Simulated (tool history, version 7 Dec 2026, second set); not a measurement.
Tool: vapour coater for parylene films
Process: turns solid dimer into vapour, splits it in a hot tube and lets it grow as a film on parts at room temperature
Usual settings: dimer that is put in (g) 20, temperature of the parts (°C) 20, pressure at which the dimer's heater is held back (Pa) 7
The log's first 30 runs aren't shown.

run	hour	dimer that is put in (g)	temperature of the parts (°C)	pressure at which the dimer's heater is held back (Pa)	thickness of the film (um)
# hour 1097.6: table's thermometer calibrated
31	1108.4	20	24	3.78	6.1
32	1141.7	23	22	2.93	8.15
33	1191.1	25	28	5.79	5.78
34	1227.6	9	16	6.82	3.35
35	1257.3	9	16	6.82	3.32
36	1300.7	9	16	4.49	3.74
37	1352.6	10	16	8.46	3.53
38	1388.1	9	16	8.46	3.22
39	1441	8	28	8.46	1.71
# hour 1472.4: trap's valve overhauled
40	1472.4	8	28	8.46	1.72
41	1512.4	8	28	8.46	1.69
42	1559.3	20	16	3.04	8.95
43	1598.2	19	25	2.55	6.15
44	1622.6	18	14	8.55	6.87
45	1676.3	28	15	4.12	12.28
46	1710.7	13	20	3.1	4.92
47	1742.4	11	20	3.02	4.24

The next listed run, before its measurement:
48	1770.8	17	27	3.54	?

thickness of the film (um): 4.56
Without the tool's hidden state the same run would have given thickness of the film (um) 4.58.

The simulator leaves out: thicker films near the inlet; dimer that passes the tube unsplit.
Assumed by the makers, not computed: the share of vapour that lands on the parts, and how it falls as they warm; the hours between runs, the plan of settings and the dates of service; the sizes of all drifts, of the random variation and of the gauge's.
